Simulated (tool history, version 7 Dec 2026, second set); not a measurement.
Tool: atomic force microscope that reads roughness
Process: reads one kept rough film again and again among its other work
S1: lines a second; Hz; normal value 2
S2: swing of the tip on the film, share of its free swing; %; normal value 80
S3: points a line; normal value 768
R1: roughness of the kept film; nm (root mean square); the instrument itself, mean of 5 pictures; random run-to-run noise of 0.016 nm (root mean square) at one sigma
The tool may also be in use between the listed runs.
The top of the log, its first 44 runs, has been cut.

{"run": 45, "hour": 320.8, "S1": 2, "S2": 80, "S3": 343, "R1": 3.826}
{"run": 46, "hour": 327.9, "S1": 0.92, "S2": 80, "S3": 334, "R1": 4.214}
{"run": 47, "hour": 334.0, "S1": 0.63, "S2": 63, "S3": 929, "R1": 4.55}
{"run": 48, "hour": 341.2, "S1": 2.45, "S2": 56, "S3": 905, "R1": 4.364}
{"run": 49, "hour": 350.7, "S1": 2.59, "S2": 67, "S3": 1004, "R1": 4.112}
{"hour": 352.0, "done": "new tip fitted"}
{"run": 50, "hour": 361.0, "S1": 2, "S2": 67, "S3": 496, "R1": 4.241}
{"run": 51, "hour": 366.8, "S1": 2, "S2": 67, "S3": 496, "R1": 4.223}
{"run": 52, "hour": 371.8, "S1": 2, "S2": 86, "S3": 471, "R1": 3.641}
{"run": 53, "hour": 379.9, "S1": 2, "S2": 86, "S3": 471, "R1": 3.619}

Forecast each of these 5 alternatives for the next run:
{"run": "A", "hour": 386.9, "S1": 2, "S2": 58, "S3": 708, "R1": "?"}
{"run": "B", "hour": 386.9, "S1": 0.78, "S2": 80, "S3": 865, "R1": "?"}
{"run": "C", "hour": 386.9, "S1": 2, "S2": 62, "S3": 768, "R1": "?"}
{"run": "D", "hour": 386.9, "S1": 2, "S2": 72, "S3": 951, "R1": "?"}
{"run": "E", "hour": 386.9, "S1": 0.82, "S2": 76, "S3": 275, "R1": "?"}

run=A R1=4.446
run=B R1=4.33
run=C R1=4.324
run=D R1=4.108
run=E R1=4.322
What these runs would have given with no unlogged condition in the tool:
run=A R1=4.449
run=B R1=4.333
run=C R1=4.328
run=D R1=4.111
run=E R1=4.325

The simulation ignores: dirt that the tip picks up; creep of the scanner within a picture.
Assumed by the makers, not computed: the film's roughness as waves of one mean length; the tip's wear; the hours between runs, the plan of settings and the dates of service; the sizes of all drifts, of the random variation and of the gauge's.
